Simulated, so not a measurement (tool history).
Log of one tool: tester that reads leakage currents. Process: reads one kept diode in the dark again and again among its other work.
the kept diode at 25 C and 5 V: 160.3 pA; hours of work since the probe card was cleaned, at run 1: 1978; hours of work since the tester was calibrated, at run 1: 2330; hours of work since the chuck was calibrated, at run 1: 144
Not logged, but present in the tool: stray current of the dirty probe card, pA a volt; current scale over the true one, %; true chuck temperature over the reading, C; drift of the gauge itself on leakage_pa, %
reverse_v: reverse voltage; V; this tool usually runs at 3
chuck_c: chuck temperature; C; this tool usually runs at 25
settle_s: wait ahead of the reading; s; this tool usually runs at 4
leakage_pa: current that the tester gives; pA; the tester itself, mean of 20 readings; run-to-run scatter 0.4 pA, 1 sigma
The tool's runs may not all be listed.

run      day  reverse_v  chuck_c  settle_s  hours of work since the probe card was cleaned  hours of work since the tester was calibrated  hours of work since the chuck was calibrated  leakage_pa
  1        0          3       25         4                                            1978                                           2330                                           144      136.03
  2    7.071          3       25         4                                            2088                                           2440                                           254      135.17
  3   14.696          3       25         4                                            2206                                           2558                                           372      134.67
  4   21.212          3       25         4                                            2307                                           2659                                           473      133.41
  5     29.1          3       25         4                                            2430                                           2781                                           595       133.4
  6   36.971          3       37         4                                            2552                                           2904                                           718      318.34
  7   41.979          3       37      4.81                                            2630                                           2981                                           795      317.22
  8   49.933          3       37      4.81                                            2753                                           3105                                           919      314.13
      50.708  -- tester calibrated
       55.75  -- chuck's temperature calibrated
  9   57.108          3       37      4.81                                            2862                                             98                                            21      325.19
 10   61.429          3       25      1.57                                            2929                                            165                                            88      135.63
 11   69.542          3       25      1.57                                            3055                                            291                                           214      134.87
 12   76.296          3       25         4                                            3160                                            396                                           319         134
 13   81.558          3       25         4                                            3241                                            477                                           400      133.58
 14   87.371      15.65       25         4                                            3331                                            568                                           491      279.69
 15     92.2      15.65       25         4                                            3406                                            642                                           566      280.92
 16   97.321      15.65       25         4                                            3486                                            722                                           645      279.72
      98.046  -- probe card cleaned and baked
 17  103.267       4.38       25         4                                              81                                            812                                           735      159.33
 18  110.367       4.38       25         4                                             191                                            922                                           845      158.19
 19  114.771          3       25         4                                             259                                            991                                           914      133.35
     117.546  -- probe card cleaned and baked, once more
     120.779  -- chuck's temperature calibrated
 20  122.888          3       25         4                                              82                                           1113                                            33      130.53
 21  131.254          3       25         4                                             211                                           1243                                           163      130.45
 22  135.108          3       25         4                                             271                                           1303                                           222      129.14
 23  140.862       6.05       31      9.05                                             360                                           1392                                           312      268.63
 24  147.225       6.05       31      9.05                                             459                                           1491                                           410      265.84
 25  154.658       6.05       21      9.05                                             574                                           1606                                           526      124.03
 26  162.312       1.85       25      3.65                                             693                                           1725                                           644      104.15
 27  169.517       1.85       25      3.65                                             805                                           1837                                           756      104.11
 28  176.938      17.13       38      0.34                                             920                                           1952                                           871      672.97
 29  182.417       5.87       57      0.34                                            1005                                           2037                                           956     1543.12
     185.817  -- chuck's temperature calibrated
 30  187.162       6.93       43         4                                            1078                                           2109                                            21      703.75
 31    191.2          3       27         4                                            1140                                           2172                                            84      158.36
 32  198.592       2.78       45      0.96                                            1255                                           2287                                           198      555.04
 33  203.371       2.78       45      0.96                                            1329                                           2361                                           272       553.8
 34  210.421          3       22      0.36                                            1438                                           2470                                           382      108.53
 35  216.546          3       51         4                                            1533                                           2565                                           477      844.13
 36  224.438          3       51         4                                            1656                                           2688                                           599      835.16
 37  227.842       5.95       49         4                                            1709                                           2741                                           652      956.39
 38  233.917       2.18       22      1.05                                            1803                                           2835                                           746       91.91
 39  237.675       7.69       25      0.78                                            1861                                           2893                                           805      196.66

Subtracting, for every run, the result it would have given without the tool's unlogged condition from the measured result gives the following. The same run-to-run variation enters both numbers; the gauge's scatter may not:
run  leakage_pa
  1       +4.82
  2       +3.94
  3       +3.22
  4       +2.44
  5       +1.54
  6       -5.72
  7       -7.04
  8       -9.19
  9       +1.78
 10       +3.99
 11       +3.26
 12       +2.67
 13       +2.14
 14      +27.98
 15      +27.82
 16      +27.34
 17       +6.89
 18       +6.15
 19       +1.94
 20       -0.55
 21       -1.42
 22       -1.84
 23       -4.96
 24       -6.32
 25       -2.74
 26       -4.33
 27       -5.04
 28      -27.78
 29      -85.09
 30       +17.6
 31       +4.72
 32       +5.85
 33       +3.22
 34       +2.32
 35       -6.19
 36         -12
 37      -13.53
 38        -0.3
 39       +3.46
